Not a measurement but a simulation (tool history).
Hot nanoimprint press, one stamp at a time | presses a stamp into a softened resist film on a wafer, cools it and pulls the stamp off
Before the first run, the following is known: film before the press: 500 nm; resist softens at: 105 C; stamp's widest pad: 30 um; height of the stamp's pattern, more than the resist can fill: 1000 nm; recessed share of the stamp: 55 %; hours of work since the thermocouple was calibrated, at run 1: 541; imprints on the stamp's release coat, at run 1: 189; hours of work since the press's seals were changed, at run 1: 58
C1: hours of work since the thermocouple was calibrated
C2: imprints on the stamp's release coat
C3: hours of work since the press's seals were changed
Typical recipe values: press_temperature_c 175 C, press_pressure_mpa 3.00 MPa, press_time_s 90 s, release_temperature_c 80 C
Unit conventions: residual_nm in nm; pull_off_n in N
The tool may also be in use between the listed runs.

run 1 hour=0.0 | press_temperature_c=175 press_pressure_mpa=3.00 press_time_s=90 release_temperature_c=80 | C1=541 C2=189 C3=58 | residual_nm=276.7 pull_off_n=170
run 2 hour=14.0 | press_temperature_c=175 press_pressure_mpa=3.00 press_time_s=90 release_temperature_c=80 | C1=551 C2=265 C3=68 | residual_nm=277.1 pull_off_n=176
run 3 hour=32.9 | press_temperature_c=175 press_pressure_mpa=3.00 press_time_s=90 release_temperature_c=80 | C1=565 C2=367 C3=81 | residual_nm=275.5 pull_off_n=178
run 4 hour=45.3 | press_temperature_c=175 press_pressure_mpa=3.00 press_time_s=90 release_temperature_c=80 | C1=574 C2=434 C3=90 | residual_nm=275.3 pull_off_n=180
-- hour=52.9 plate thermocouple calibrated
run 5 hour=63.8 | press_temperature_c=164 press_pressure_mpa=3.00 press_time_s=90 release_temperature_c=80 | C1=8 C2=518 C3=101 | residual_nm=415.4 pull_off_n=191
run 6 hour=77.7 | press_temperature_c=175 press_pressure_mpa=3.00 press_time_s=90 release_temperature_c=80 | C1=18 C2=593 C3=111 | residual_nm=303.0 pull_off_n=200
run 7 hour=88.6 | press_temperature_c=175 press_pressure_mpa=3.00 press_time_s=90 release_temperature_c=80 | C1=26 C2=653 C3=119 | residual_nm=302.9 pull_off_n=193
run 8 hour=108.5 | press_temperature_c=175 press_pressure_mpa=3.00 press_time_s=90 release_temperature_c=80 | C1=40 C2=760 C3=134 | residual_nm=302.2 pull_off_n=205
run 9 hour=127.8 | press_temperature_c=175 press_pressure_mpa=3.00 press_time_s=90 release_temperature_c=80 | C1=54 C2=865 C3=148 | residual_nm=302.2 pull_off_n=207
run 10 hour=145.9 | press_temperature_c=175 press_pressure_mpa=3.00 press_time_s=90 release_temperature_c=80 | C1=67 C2=963 C3=161 | residual_nm=301.3 pull_off_n=213
run 11 hour=158.8 | press_temperature_c=182 press_pressure_mpa=3.00 press_time_s=90 release_temperature_c=80 | C1=76 C2=1033 C3=170 | residual_nm=231.5 pull_off_n=213
-- hour=174.7 stamp cleaned and given a new release coat
run 12 hour=184.2 | press_temperature_c=182 press_pressure_mpa=3.00 press_time_s=90 release_temperature_c=80 | C1=90 C2=51 C3=184 | residual_nm=230.8 pull_off_n=175
run 13 hour=202.6 | press_temperature_c=175 press_pressure_mpa=2.34 press_time_s=90 release_temperature_c=80 | C1=103 C2=151 C3=197 | residual_nm=328.7 pull_off_n=175
run 14 hour=217.2 | press_temperature_c=175 press_pressure_mpa=2.34 press_time_s=90 release_temperature_c=80 | C1=114 C2=230 C3=207 | residual_nm=328.2 pull_off_n=182
run 15 hour=233.0 | press_temperature_c=175 press_pressure_mpa=2.34 press_time_s=90 release_temperature_c=80 | C1=125 C2=316 C3=219 | residual_nm=327.3 pull_off_n=181
run 16 hour=243.0 | press_temperature_c=175 press_pressure_mpa=3.00 press_time_s=90 release_temperature_c=68 | C1=132 C2=369 C3=226 | residual_nm=299.7 pull_off_n=231
run 17 hour=257.1 | press_temperature_c=175 press_pressure_mpa=3.00 press_time_s=90 release_temperature_c=68 | C1=143 C2=446 C3=236 | residual_nm=299.8 pull_off_n=236
run 18 hour=265.9 | press_temperature_c=171 press_pressure_mpa=4.78 press_time_s=115 release_temperature_c=84 | C1=149 C2=493 C3=242 | residual_nm=269.5 pull_off_n=172
run 19 hour=277.3 | press_temperature_c=180 press_pressure_mpa=3.60 press_time_s=173 release_temperature_c=67 | C1=157 C2=555 C3=251 | residual_nm=175.9 pull_off_n=243
run 20 hour=296.4 | press_temperature_c=175 press_pressure_mpa=2.17 press_time_s=90 release_temperature_c=67 | C1=171 C2=658 C3=264 | residual_nm=333.8 pull_off_n=249
run 21 hour=308.0 | press_temperature_c=175 press_pressure_mpa=3.00 press_time_s=90 release_temperature_c=65 | C1=179 C2=721 C3=273 | residual_nm=297.0 pull_off_n=264
run 22 hour=321.6 | press_temperature_c=166 press_pressure_mpa=3.00 press_time_s=90 release_temperature_c=66 | C1=189 C2=795 C3=283 | residual_nm=395.7 pull_off_n=256
run 23 hour=331.2 | press_temperature_c=164 press_pressure_mpa=3.00 press_time_s=134 release_temperature_c=77 | C1=196 C2=847 C3=289 | residual_nm=384.4 pull_off_n=213
run 24 hour=339.8 | press_temperature_c=164 press_pressure_mpa=3.00 press_time_s=134 release_temperature_c=77 | C1=202 C2=893 C3=296 | residual_nm=383.7 pull_off_n=220
run 25 hour=350.4 | press_temperature_c=164 press_pressure_mpa=1.83 press_time_s=134 release_temperature_c=74 | C1=210 C2=951 C3=303 | residual_nm=425.9 pull_off_n=233
run 26 hour=368.9 | press_temperature_c=179 press_pressure_mpa=3.70 press_time_s=90 release_temperature_c=80 | C1=223 C2=1051 C3=317 | residual_nm=233.6 pull_off_n=213
-- hour=381.6 stamp cleaned and given a new release coat
run 27 hour=394.0 | press_temperature_c=179 press_pressure_mpa=3.70 press_time_s=90 release_temperature_c=80 | C1=237 C2=67 C3=330 | residual_nm=233.1 pull_off_n=172
run 28 hour=413.8 | press_temperature_c=177 press_pressure_mpa=3.00 press_time_s=46 release_temperature_c=77 | C1=251 C2=174 C3=345 | residual_nm=338.0 pull_off_n=188
run 29 hour=431.9 | press_temperature_c=175 press_pressure_mpa=2.95 press_time_s=90 release_temperature_c=80 | C1=264 C2=272 C3=358 | residual_nm=297.2 pull_off_n=180

Here are 3 independent what-if runs from the current tool condition. What would each one return?
run A hour=446.4 | press_temperature_c=175 press_pressure_mpa=3.22 press_time_s=90 release_temperature_c=80 | C1=274 C2=351 C3=368 | residual_nm=? pull_off_n=?
run B hour=446.4 | press_temperature_c=175 press_pressure_mpa=4.07 press_time_s=97 release_temperature_c=65 | C1=274 C2=351 C3=368 | residual_nm=? pull_off_n=?
run C hour=446.4 | press_temperature_c=174 press_pressure_mpa=2.95 press_time_s=90 release_temperature_c=79 | C1=274 C2=351 C3=368 | residual_nm=? pull_off_n=?

run=A residual_nm=287.1 pull_off_n=184
run=B residual_nm=253.5 pull_off_n=240
run=C residual_nm=306.2 pull_off_n=184
Had the tool no hidden state, the same runs would have come out as:
run=A residual_nm=290.6 pull_off_n=172
run=B residual_nm=256.6 pull_off_n=224
run=C residual_nm=309.9 pull_off_n=172

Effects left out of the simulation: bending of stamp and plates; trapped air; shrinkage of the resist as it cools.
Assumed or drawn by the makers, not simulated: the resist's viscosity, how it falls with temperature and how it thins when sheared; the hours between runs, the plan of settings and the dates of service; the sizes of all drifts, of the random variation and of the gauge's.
